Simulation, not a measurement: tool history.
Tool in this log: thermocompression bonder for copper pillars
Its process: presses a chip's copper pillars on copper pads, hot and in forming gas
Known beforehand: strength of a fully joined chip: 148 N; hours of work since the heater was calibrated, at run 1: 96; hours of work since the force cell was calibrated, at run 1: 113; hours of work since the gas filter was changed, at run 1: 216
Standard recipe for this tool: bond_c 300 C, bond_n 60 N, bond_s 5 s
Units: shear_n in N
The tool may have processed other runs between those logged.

| run | hour | bond_c | bond_n | bond_s | hours of work since the heater was calibrated | hours of work since the force cell was calibrated | hours of work since the gas filter was changed | shear_n |
|---|---|---|---|---|---|---|---|---|
| 1 | 0.0 | 300 | 60 | 5 | 96 | 113 | 216 | 78.1 |
| 2 | 20.6 | 300 | 60 | 5 | 106 | 123 | 226 | 77.3 |
| 3 | 30.9 | 300 | 80 | 5 | 111 | 128 | 231 | 94.7 |
| 4 | 41.7 | 300 | 80 | 5 | 116 | 133 | 236 | 95.2 |
| 5 | 56.3 | 300 | 80 | 5 | 123 | 140 | 243 | 95.8 |
| 6 | 69.9 | 300 | 60 | 5 | 129 | 146 | 249 | 78.7 |
| 7 | 81.7 | 300 | 60 | 5 | 135 | 152 | 255 | 77.1 |
| 8 | 103.5 | 300 | 60 | 5 | 145 | 162 | 265 | 77.8 |

Expected results for the next run?
| 9 | 121.5 | 300 | 60 | 5 | 154 | 171 | 274 | ? |

shear_n: 76.3 N
Minus the tool's unlogged condition, the same run would have read shear_n 86.6 N.
